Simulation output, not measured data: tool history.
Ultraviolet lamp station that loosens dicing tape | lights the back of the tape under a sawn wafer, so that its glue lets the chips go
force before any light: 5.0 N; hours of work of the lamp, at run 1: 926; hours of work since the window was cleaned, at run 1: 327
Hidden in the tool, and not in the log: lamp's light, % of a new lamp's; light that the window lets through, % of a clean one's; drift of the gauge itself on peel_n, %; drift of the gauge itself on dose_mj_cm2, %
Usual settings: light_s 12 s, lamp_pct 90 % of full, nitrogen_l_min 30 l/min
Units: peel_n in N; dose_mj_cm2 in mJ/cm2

| run | hour | light_s | lamp_pct | nitrogen_l_min | hours of work of the lamp | hours of work since the window was cleaned | peel_n | dose_mj_cm2 |
|---|---|---|---|---|---|---|---|---|
| 1 | 0.0 | 12 | 90 | 30 | 926 | 327 | 0.530 | 480 |
| 2 | 53.6 | 12 | 90 | 30 | 951 | 352 | 0.527 | 480 |
| 3 | 93.9 | 12 | 90 | 26 | 970 | 371 | 0.582 | 476 |
| 4 | 138.6 | 12 | 90 | 30 | 991 | 392 | 0.534 | 476 |
| 5 | 196.2 | 12 | 90 | 30 | 1018 | 419 | 0.555 | 472 |
| 6 | 246.1 | 12 | 90 | 18 | 1042 | 443 | 0.782 | 464 |
| 7 | 284.6 | 12 | 90 | 18 | 1060 | 461 | 0.757 | 459 |
| 8 | 331.0 | 12 | 90 | 30 | 1081 | 483 | 0.570 | 460 |
| 9 | 380.3 | 12 | 90 | 30 | 1105 | 506 | 0.575 | 454 |
| 10 | 424.0 | 12 | 90 | 35 | 1125 | 526 | 0.514 | 451 |
| 11 | 464.8 | 12 | 83 | 30 | 1144 | 545 | 0.693 | 418 |
| 12 | 503.0 | 12 | 83 | 30 | 1162 | 563 | 0.671 | 412 |
| 13 | 540.0 | 17 | 83 | 30 | 1180 | 581 | 0.337 | 584 |
|  | 547.7 | window cleaned of glue's vapour |
| 14 | 582.0 | 17 | 83 | 30 | 1199 | 16 | 0.295 | 617 |
| 15 | 628.9 | 12 | 90 | 28 | 1221 | 38 | 0.564 | 479 |
| 16 | 653.3 | 12 | 90 | 28 | 1233 | 50 | 0.539 | 476 |
| 17 | 686.7 | 12 | 90 | 28 | 1248 | 65 | 0.561 | 468 |
| 18 | 745.5 | 12 | 90 | 28 | 1276 | 93 | 0.557 | 465 |
| 19 | 798.8 | 12 | 90 | 30 | 1301 | 118 | 0.550 | 463 |
| 20 | 834.3 | 12 | 90 | 30 | 1318 | 135 | 0.556 | 464 |
| 21 | 890.4 | 12 | 90 | 30 | 1344 | 161 | 0.564 | 458 |
| 22 | 917.1 | 17 | 65 | 30 | 1356 | 173 | 0.528 | 465 |
| 23 | 961.5 | 17 | 65 | 30 | 1377 | 194 | 0.559 | 465 |
| 24 | 1006.7 | 12 | 77 | 14 | 1398 | 216 | 1.277 | 383 |
| 25 | 1039.2 | 13 | 70 | 58 | 1414 | 231 | 0.557 | 385 |
| 26 | 1071.8 | 22 | 71 | 45 | 1429 | 246 | 0.209 | 650 |
| 27 | 1108.6 | 22 | 89 | 34 | 1446 | 263 | 0.164 | 803 |
| 28 | 1157.8 | 7 | 83 | 25 | 1469 | 286 | 1.647 | 241 |
| 29 | 1192.8 | 8 | 70 | 20 | 1486 | 303 | 1.938 | 225 |
| 30 | 1250.0 | 24 | 86 | 30 | 1513 | 330 | 0.161 | 838 |
| 31 | 1294.0 | 24 | 86 | 30 | 1533 | 350 | 0.162 | 821 |
| 32 | 1340.2 | 23 | 90 | 30 | 1555 | 372 | 0.165 | 826 |
| 33 | 1377.7 | 23 | 90 | 28 | 1573 | 390 | 0.174 | 814 |
| 34 | 1411.6 | 23 | 90 | 40 | 1589 | 406 | 0.146 | 814 |
| 35 | 1464.4 | 23 | 90 | 40 | 1613 | 430 | 0.139 | 805 |
| 36 | 1516.0 | 12 | 74 | 16 | 1638 | 455 | 1.350 | 344 |
| 37 | 1564.9 | 10 | 90 | 33 | 1661 | 478 | 0.909 | 349 |
| 38 | 1594.5 | 20 | 72 | 18 | 1674 | 492 | 0.577 | 543 |
| 39 | 1643.7 | 20 | 89 | 10 | 1698 | 515 | 0.598 | 675 |
| 40 | 1693.1 | 7 | 99 | 10 | 1721 | 538 | 2.118 | 261 |
| 41 | 1739.5 | 10 | 76 | 18 | 1743 | 560 | 1.603 | 284 |

Forecast each of these 3 alternatives for the next run:
| A | 1777.6 | 10 | 92 | 30 | 1760 | 577 | ? | ? |
| B | 1777.6 | 15 | 76 | 18 | 1760 | 577 | ? | ? |
| C | 1777.6 | 6 | 76 | 18 | 1760 | 577 | ? | ? |

| run | peel_n | dose_mj_cm2 |
|---|---|---|
| A | 0.933 | 342 |
| B | 0.910 | 426 |
| C | 2.481 | 171 |
Without the tool's hidden state the same runs would have given:
| run | peel_n | dose_mj_cm2 |
|---|---|---|
| A | 0.470 | 500 |
| B | 0.452 | 622 |
| C | 1.815 | 250 |

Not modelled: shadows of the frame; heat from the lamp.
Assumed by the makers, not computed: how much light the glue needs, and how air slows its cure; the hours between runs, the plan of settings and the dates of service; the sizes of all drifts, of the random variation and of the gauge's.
